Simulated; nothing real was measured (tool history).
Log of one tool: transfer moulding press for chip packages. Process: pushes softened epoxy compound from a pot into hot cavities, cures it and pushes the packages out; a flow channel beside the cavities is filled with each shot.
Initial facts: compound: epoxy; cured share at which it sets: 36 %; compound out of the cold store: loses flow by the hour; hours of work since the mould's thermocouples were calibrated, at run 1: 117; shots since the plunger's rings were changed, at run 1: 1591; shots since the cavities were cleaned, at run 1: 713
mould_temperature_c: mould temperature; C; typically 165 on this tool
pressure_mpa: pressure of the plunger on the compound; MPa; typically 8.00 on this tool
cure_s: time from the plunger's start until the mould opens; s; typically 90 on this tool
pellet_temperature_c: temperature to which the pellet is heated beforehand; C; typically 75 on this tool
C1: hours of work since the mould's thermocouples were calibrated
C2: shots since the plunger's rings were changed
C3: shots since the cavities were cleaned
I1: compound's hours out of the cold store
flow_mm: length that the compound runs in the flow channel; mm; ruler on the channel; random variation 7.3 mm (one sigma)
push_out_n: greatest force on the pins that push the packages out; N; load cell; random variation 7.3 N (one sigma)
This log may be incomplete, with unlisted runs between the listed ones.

{"run": 1, "hour": 0.0, "mould_temperature_c": 165, "pressure_mpa": 8.0, "cure_s": 90, "pellet_temperature_c": 75, "C1": 117, "C2": 1591, "C3": 713, "I1": 27.4, "flow_mm": 920, "push_out_n": 459}
{"hour": 40.7, "done": "cavities cleaned with cleaning compound and waxed"}
{"run": 2, "hour": 46.4, "mould_temperature_c": 165, "pressure_mpa": 8.0, "cure_s": 90, "pellet_temperature_c": 75, "C1": 146, "C2": 2129, "C3": 69, "I1": 31.8, "flow_mm": 912, "push_out_n": 325}
{"run": 3, "hour": 88.9, "mould_temperature_c": 165, "pressure_mpa": 8.0, "cure_s": 90, "pellet_temperature_c": 75, "C1": 174, "C2": 2637, "C3": 577, "I1": 40.3, "flow_mm": 861, "push_out_n": 439}
{"hour": 144.8, "done": "cavities cleaned with cleaning compound and waxed"}
{"run": 4, "hour": 151.6, "mould_temperature_c": 165, "pressure_mpa": 8.0, "cure_s": 90, "pellet_temperature_c": 73, "C1": 213, "C2": 3370, "C3": 81, "I1": 31.5, "flow_mm": 899, "push_out_n": 334}
{"run": 5, "hour": 227.1, "mould_temperature_c": 165, "pressure_mpa": 8.0, "cure_s": 90, "pellet_temperature_c": 73, "C1": 262, "C2": 4275, "C3": 986, "I1": 39.4, "flow_mm": 854, "push_out_n": 464}
{"hour": 246.6, "done": "cavities cleaned with cleaning compound and waxed"}
{"run": 6, "hour": 291.5, "mould_temperature_c": 165, "pressure_mpa": 8.0, "cure_s": 90, "pellet_temperature_c": 73, "C1": 303, "C2": 5027, "C3": 537, "I1": 30.4, "flow_mm": 884, "push_out_n": 448}
{"hour": 298.7, "done": "mould's thermocouples calibrated"}
{"hour": 331.1, "done": "plunger's sealing rings changed"}
{"hour": 351.6, "done": "cavities cleaned with cleaning compound and waxed"}
{"run": 7, "hour": 356.0, "mould_temperature_c": 165, "pressure_mpa": 8.0, "cure_s": 130, "pellet_temperature_c": 75, "C1": 34, "C2": 281, "C3": 53, "I1": 27.1, "flow_mm": 934, "push_out_n": 258}
{"run": 8, "hour": 429.4, "mould_temperature_c": 165, "pressure_mpa": 8.0, "cure_s": 130, "pellet_temperature_c": 75, "C1": 82, "C2": 1159, "C3": 931, "I1": 10.9, "flow_mm": 979, "push_out_n": 376}
{"hour": 456.7, "done": "cavities cleaned with cleaning compound and waxed"}
{"run": 9, "hour": 477.1, "mould_temperature_c": 165, "pressure_mpa": 8.0, "cure_s": 90, "pellet_temperature_c": 75, "C1": 112, "C2": 1712, "C3": 244, "I1": 45.0, "flow_mm": 851, "push_out_n": 362}
{"run": 10, "hour": 516.8, "mould_temperature_c": 165, "pressure_mpa": 8.0, "cure_s": 90, "pellet_temperature_c": 75, "C1": 137, "C2": 2188, "C3": 720, "I1": 21.8, "flow_mm": 927, "push_out_n": 464}
{"hour": 559.3, "done": "cavities cleaned with cleaning compound and waxed"}
{"run": 11, "hour": 568.9, "mould_temperature_c": 163, "pressure_mpa": 8.0, "cure_s": 79, "pellet_temperature_c": 75, "C1": 170, "C2": 2794, "C3": 116, "I1": 46.3, "flow_mm": 845, "push_out_n": 456}
{"run": 12, "hour": 625.0, "mould_temperature_c": 162, "pressure_mpa": 6.07, "cure_s": 72, "pellet_temperature_c": 78, "C1": 206, "C2": 3465, "C3": 787, "I1": 42.8, "flow_mm": 739, "push_out_n": 798}
{"hour": 663.0, "done": "mould's thermocouples calibrated, once more"}
{"hour": 664.5, "done": "cavities cleaned with cleaning compound and waxed"}
{"run": 13, "hour": 665.3, "mould_temperature_c": 162, "pressure_mpa": 6.07, "cure_s": 72, "pellet_temperature_c": 78, "C1": 1, "C2": 3906, "C3": 9, "I1": 46.6, "flow_mm": 739, "push_out_n": 586}
{"run": 14, "hour": 731.4, "mould_temperature_c": 162, "pressure_mpa": 6.07, "cure_s": 72, "pellet_temperature_c": 78, "C1": 43, "C2": 4698, "C3": 801, "I1": 29.1, "flow_mm": 787, "push_out_n": 886}
{"hour": 766.5, "done": "cavities cleaned with cleaning compound and waxed"}
{"run": 15, "hour": 784.0, "mould_temperature_c": 162, "pressure_mpa": 9.61, "cure_s": 72, "pellet_temperature_c": 78, "C1": 76, "C2": 5309, "C3": 209, "I1": 41.2, "flow_mm": 936, "push_out_n": 731}
{"hour": 800.5, "done": "plunger's sealing rings changed"}
{"run": 16, "hour": 848.6, "mould_temperature_c": 162, "pressure_mpa": 9.61, "cure_s": 123, "pellet_temperature_c": 65, "C1": 116, "C2": 576, "C3": 953, "I1": 35.9, "flow_mm": 1005, "push_out_n": 402}
{"hour": 871.4, "done": "cavities cleaned with cleaning compound and waxed"}
{"run": 17, "hour": 924.0, "mould_temperature_c": 165, "pressure_mpa": 7.64, "cure_s": 90, "pellet_temperature_c": 73, "C1": 164, "C2": 1461, "C3": 630, "I1": 45.2, "flow_mm": 821, "push_out_n": 437}
{"hour": 974.7, "done": "cavities cleaned with cleaning compound and waxed"}
{"run": 18, "hour": 979.8, "mould_temperature_c": 168, "pressure_mpa": 6.89, "cure_s": 90, "pellet_temperature_c": 72, "C1": 199, "C2": 2111, "C3": 61, "I1": 42.6, "flow_mm": 794, "push_out_n": 295}
{"run": 19, "hour": 1040.4, "mould_temperature_c": 171, "pressure_mpa": 7.41, "cure_s": 129, "pellet_temperature_c": 72, "C1": 238, "C2": 2836, "C3": 786, "I1": 38.5, "flow_mm": 801, "push_out_n": 377}

Each row is a separate what-if for the run after 19, all from the same tool condition, not one after another. Results?
{"hour": 1074.1, "done": "cavities cleaned with cleaning compound and waxed"}
{"run": "A", "hour": 1094.5, "mould_temperature_c": 171, "pressure_mpa": 7.61, "cure_s": 129, "pellet_temperature_c": 83, "C1": 272, "C2": 3466, "C3": 244, "I1": 17.2, "flow_mm": "?", "push_out_n": "?"}
{"hour": 1074.1, "done": "cavities cleaned with cleaning compound and waxed"}
{"run": "B", "hour": 1094.5, "mould_temperature_c": 165, "pressure_mpa": 8.0, "cure_s": 87, "pellet_temperature_c": 82, "C1": 272, "C2": 3466, "C3": 244, "I1": 27.9, "flow_mm": "?", "push_out_n": "?"}
{"hour": 1074.1, "done": "cavities cleaned with cleaning compound and waxed"}
{"run": "C", "hour": 1094.5, "mould_temperature_c": 165, "pressure_mpa": 8.0, "cure_s": 90, "pellet_temperature_c": 73, "C1": 272, "C2": 3466, "C3": 244, "I1": 13.1, "flow_mm": "?", "push_out_n": "?"}

run=A flow_mm=886 push_out_n=297
run=B flow_mm=908 push_out_n=407
run=C flow_mm=958 push_out_n=398
Without the tool's hidden state the same runs would have given:
run=A flow_mm=920 push_out_n=229
run=B flow_mm=943 push_out_n=324
run=C flow_mm=995 push_out_n=316

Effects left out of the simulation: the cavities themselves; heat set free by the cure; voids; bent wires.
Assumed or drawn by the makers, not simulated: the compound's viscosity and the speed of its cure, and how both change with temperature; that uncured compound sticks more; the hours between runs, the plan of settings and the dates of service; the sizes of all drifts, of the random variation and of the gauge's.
